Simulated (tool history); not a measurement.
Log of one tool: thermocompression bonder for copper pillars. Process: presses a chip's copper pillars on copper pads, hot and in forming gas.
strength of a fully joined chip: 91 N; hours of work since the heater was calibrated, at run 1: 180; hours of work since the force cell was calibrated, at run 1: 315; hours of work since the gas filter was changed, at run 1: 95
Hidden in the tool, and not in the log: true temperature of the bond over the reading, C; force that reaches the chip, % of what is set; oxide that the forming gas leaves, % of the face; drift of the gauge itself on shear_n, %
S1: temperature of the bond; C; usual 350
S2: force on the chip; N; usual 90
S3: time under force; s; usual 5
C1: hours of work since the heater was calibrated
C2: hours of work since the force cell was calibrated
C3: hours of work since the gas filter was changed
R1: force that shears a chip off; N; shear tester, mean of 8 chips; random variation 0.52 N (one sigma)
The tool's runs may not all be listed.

run	hour	S1	S2	S3	C1	C2	C3	R1
1	0.0	350	90	5	180	315	95	37.0
2	8.7	350	90	5	186	321	101	37.0
3	13.9	350	90	5	190	325	104	36.3
4	19.3	350	90	5	193	328	108	37.5
5	27.8	350	90	13	199	334	114	50.3
6	36.9	350	90	13	205	340	120	50.7
7	46.1	350	90	13	211	346	126	52.9
# hour 50.3: forming gas filter changed
8	55.7	350	90	5	217	352	4	37.1
9	64.5	350	90	5	223	358	10	36.4
10	69.5	350	90	5	227	362	13	37.0
11	75.6	320	90	5	231	366	17	27.2
12	81.2	350	107	5	235	370	21	43.2
13	88.1	350	90	5	239	374	25	36.9
14	94.9	350	81	5	244	379	30	34.6
15	101.1	350	81	5	248	383	34	34.5
16	106.2	324	90	5	251	386	38	28.9
17	116.3	324	90	5	258	393	44	28.2
18	124.2	350	90	5	263	398	50	36.5
19	135.3	376	90	5	271	406	57	46.7
20	142.8	376	90	5	276	411	62	46.9
21	150.2	325	110	7	281	416	67	39.2
22	158.0	372	127	5	286	421	72	55.5
23	165.0	372	127	5	291	426	77	56.3
24	175.8	379	90	5	298	433	84	46.9
25	181.3	379	90	5	302	437	88	47.4
26	190.1	350	58	5	308	443	94	24.9
27	195.3	350	58	5	311	446	97	26.5
28	205.7	350	58	5	318	453	104	25.9
29	216.2	374	126	3	325	460	112	49.0
30	225.5	338	67	3	332	467	118	20.5
31	231.5	364	77	8	336	471	122	43.4
32	236.9	339	77	3	339	474	125	23.6
# hour 242.3: forming gas filter changed
33	242.9	360	113	9	343	478	0	57.8
34	253.0	360	113	9	350	485	7	57.6
35	258.4	365	107	5	353	488	11	48.3
36	263.8	355	90	5	357	492	14	38.4
37	272.4	376	91	6	363	498	20	50.1
38	277.1	350	78	5	366	501	23	33.8
39	285.4	350	78	5	372	507	29	32.2
40	295.7	350	78	5	378	513	36	33.0

Hidden state at the last listed run before each entry between runs and at the first one after, where it differs:
Between runs 7 and 8: forming gas filter changed (hour 50.3)
  oxide that the forming gas leaves, % of the face: 1.03 -> 0.52
Between runs 32 and 33: forming gas filter changed (hour 242.3)
  oxide that the forming gas leaves, % of the face: 1.01 -> 0.5

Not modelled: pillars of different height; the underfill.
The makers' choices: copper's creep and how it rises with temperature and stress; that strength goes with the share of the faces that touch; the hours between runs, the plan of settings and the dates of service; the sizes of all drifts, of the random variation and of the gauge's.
